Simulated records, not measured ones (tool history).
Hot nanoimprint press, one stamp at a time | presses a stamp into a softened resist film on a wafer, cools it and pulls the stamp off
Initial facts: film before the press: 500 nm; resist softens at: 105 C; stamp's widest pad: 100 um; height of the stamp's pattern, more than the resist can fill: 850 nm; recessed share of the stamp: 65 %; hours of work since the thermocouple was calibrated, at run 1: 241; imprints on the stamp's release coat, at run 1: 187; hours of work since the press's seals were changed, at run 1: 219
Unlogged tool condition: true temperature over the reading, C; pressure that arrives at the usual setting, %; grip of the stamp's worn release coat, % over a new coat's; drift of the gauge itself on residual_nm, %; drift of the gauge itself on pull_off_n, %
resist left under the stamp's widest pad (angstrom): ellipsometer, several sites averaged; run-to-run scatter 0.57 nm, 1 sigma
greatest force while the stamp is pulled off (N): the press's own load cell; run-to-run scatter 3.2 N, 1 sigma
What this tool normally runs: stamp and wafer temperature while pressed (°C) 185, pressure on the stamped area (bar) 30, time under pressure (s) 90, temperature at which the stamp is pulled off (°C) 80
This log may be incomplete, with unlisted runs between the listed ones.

| run | hour | stamp and wafer temperature while pressed (°C) | pressure on the stamped area (bar) | time under pressure (s) | temperature at which the stamp is pulled off (°C) | hours of work since the thermocouple was calibrated | imprints on the stamp's release coat | hours of work since the press's seals were changed | resist left under the stamp's widest pad (angstrom) | greatest force while the stamp is pulled off (N) |
|---|---|---|---|---|---|---|---|---|---|---|
| 1 | 0 | 185 | 30 | 90 | 80 | 241 | 187 | 219 | 2664 | 190 |
| 2 | 9.3 | 185 | 30 | 90 | 80 | 246 | 211 | 223 | 2663 | 189 |
| 3 | 14.3 | 185 | 30 | 90 | 80 | 248 | 224 | 226 | 2668 | 191 |
| 4 | 22.6 | 185 | 30 | 90 | 80 | 252 | 246 | 230 | 2663 | 190 |
| 5 | 29.3 | 185 | 30 | 90 | 80 | 256 | 263 | 233 | 2667 | 191 |
| 6 | 38.7 | 185 | 18.4 | 90 | 80 | 260 | 288 | 238 | 3350 | 193 |
| 7 | 46 | 185 | 18.4 | 90 | 80 | 264 | 307 | 241 | 3362 | 197 |
| 8 | 53.5 | 185 | 18.4 | 90 | 80 | 267 | 326 | 245 | 3364 | 191 |
| 9 | 61.2 | 185 | 18.4 | 90 | 80 | 271 | 347 | 249 | 3361 | 197 |
| 10 | 71.7 | 185 | 18.4 | 90 | 80 | 276 | 374 | 254 | 3357 | 201 |
| 11 | 82.3 | 185 | 18.4 | 90 | 80 | 281 | 401 | 259 | 3360 | 203 |
| 12 | 89.2 | 185 | 30 | 90 | 80 | 285 | 419 | 262 | 2660 | 194 |
| 13 | 98.7 | 185 | 20.6 | 90 | 80 | 289 | 444 | 267 | 3191 | 193 |
| 14 | 104 | 185 | 20.6 | 90 | 75 | 292 | 458 | 269 | 3191 | 204 |
| 15 | 110.3 | 185 | 30 | 90 | 80 | 295 | 475 | 273 | 2656 | 199 |
| 16 | 119.6 | 185 | 30 | 90 | 80 | 300 | 499 | 277 | 2666 | 201 |
| 17 | 125.4 | 189 | 28.2 | 64 | 80 | 302 | 514 | 280 | 2767 | 196 |
| 18 | 131.6 | 174 | 18.3 | 90 | 83 | 305 | 530 | 283 | 4085 | 190 |
| 19 | 143.2 | 174 | 18.3 | 90 | 83 | 311 | 560 | 289 | 4108 | 195 |
| 20 | 149.7 | 195 | 20.8 | 94 | 71 | 314 | 577 | 292 | 2499 | 214 |
| 21 | 161.7 | 177 | 30 | 93 | 69 | 320 | 609 | 298 | 3211 | 219 |
| 22 | 169.5 | 188 | 30 | 90 | 80 | 324 | 629 | 301 | 2460 | 196 |
| 23 | 175 | 196 | 33.2 | 159 | 69 | 327 | 643 | 304 | 1556 | 222 |
| 24 | 182.4 | 196 | 33.2 | 159 | 69 | 330 | 663 | 308 | 1555 | 221 |
| 25 | 187.3 | 185 | 46.1 | 59 | 80 | 333 | 675 | 310 | 2417 | 200 |
| 26 | 197 | 185 | 26.2 | 142 | 80 | 337 | 701 | 315 | 2479 | 203 |
| 27 | 202.1 | 182 | 40.4 | 98 | 81 | 340 | 714 | 317 | 2399 | 199 |
| 28 | 212 | 193 | 35.6 | 170 | 81 | 345 | 740 | 322 | 1582 | 202 |
| 29 | 217.2 | 193 | 35.6 | 170 | 81 | 347 | 753 | 325 | 1574 | 203 |

Here are 4 independent what-if runs from the current tool condition. What would each one return?
| A | 228.9 | 179 | 26.7 | 170 | 81 | 353 | 784 | 330 | ? | ? |
| B | 228.9 | 178 | 32.4 | 90 | 86 | 353 | 784 | 330 | ? | ? |
| C | 228.9 | 185 | 30 | 90 | 76 | 353 | 784 | 330 | ? | ? |
| D | 228.9 | 184 | 24.3 | 63 | 81 | 353 | 784 | 330 | ? | ? |

| run | resist left under the stamp's widest pad (angstrom) | greatest force while the stamp is pulled off (N) |
|---|---|---|
| A | 2735 | 193 |
| B | 3043 | 193 |
| C | 2653 | 204 |
| D | 3309 | 197 |
Had the tool no hidden state, the same runs would have come out as:
| run | resist left under the stamp's widest pad (angstrom) | greatest force while the stamp is pulled off (N) |
|---|---|---|
| A | 2792 | 184 |
| B | 3100 | 185 |
| C | 2703 | 195 |
| D | 3363 | 188 |
